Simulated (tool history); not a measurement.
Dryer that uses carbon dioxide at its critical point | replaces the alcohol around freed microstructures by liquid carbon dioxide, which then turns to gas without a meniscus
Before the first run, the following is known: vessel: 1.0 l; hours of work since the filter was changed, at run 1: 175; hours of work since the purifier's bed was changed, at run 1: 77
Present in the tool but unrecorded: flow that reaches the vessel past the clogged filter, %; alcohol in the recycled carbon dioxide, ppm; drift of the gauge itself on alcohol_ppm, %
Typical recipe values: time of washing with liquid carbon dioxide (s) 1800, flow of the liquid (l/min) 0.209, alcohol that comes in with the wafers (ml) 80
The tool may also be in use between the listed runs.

run	hour	time of washing with liquid carbon dioxide (s)	flow of the liquid (l/min)	alcohol that comes in with the wafers (ml)	hours of work since the filter was changed	hours of work since the purifier's bed was changed	alcohol left in the vessel before it's heated (ppm by volume)
1	0.0	1800	0.209	80	175	77	1040
2	10.4	1800	0.209	29	180	82	409
3	15.2	1800	0.209	29	183	84	411
4	19.9	1800	0.209	29	185	86	406
5	30.6	1800	0.209	29	190	91	440
6	35.4	1800	0.132	29	192	93	1884
7	41.4	1800	0.132	29	195	96	1908
8	47.2	1800	0.132	29	198	99	1981
9	54.3	1800	0.132	29	201	102	1972
10	61.1	1800	0.219	80	204	105	895
11	69.8	1800	0.219	80	208	110	905
12	80.6	1380	0.209	80	213	115	2955
13	87.7	1800	0.209	42	217	118	603
14	92.7	1800	0.209	27	219	120	420
15	102.2	1800	0.209	27	224	125	413
16	108.5	1800	0.209	80	227	128	1141
17	115.9	1800	0.209	80	230	131	1150
18	120.5	1800	0.209	80	232	133	1105
19	131.2	1980	0.209	80	237	139	761
20	137.6	1980	0.209	66	240	142	645
21	146.5	1980	0.209	66	244	146	657
22	153.0	1800	0.209	80	247	149	1184
23	159.1	1800	0.209	80	250	152	1166
24	165.1	1800	0.209	80	253	155	1201
25	175.7	1320	0.347	31	258	159	256
26	181.7	1320	0.347	31	261	162	249
27	186.5	1800	0.160	94	263	165	3684
28	197.2	1800	0.209	27	268	170	462
29	204.5	1320	0.209	80	272	173	3550

Run 30, settings as shown, results not yet in. Your forecast:
30	209.0	1320	0.209	80	274	175	?

alcohol left in the vessel before it's heated (ppm by volume): 3638
Without the tool's hidden state the same run would have given alcohol left in the vessel before it's heated (ppm by volume) 2747.
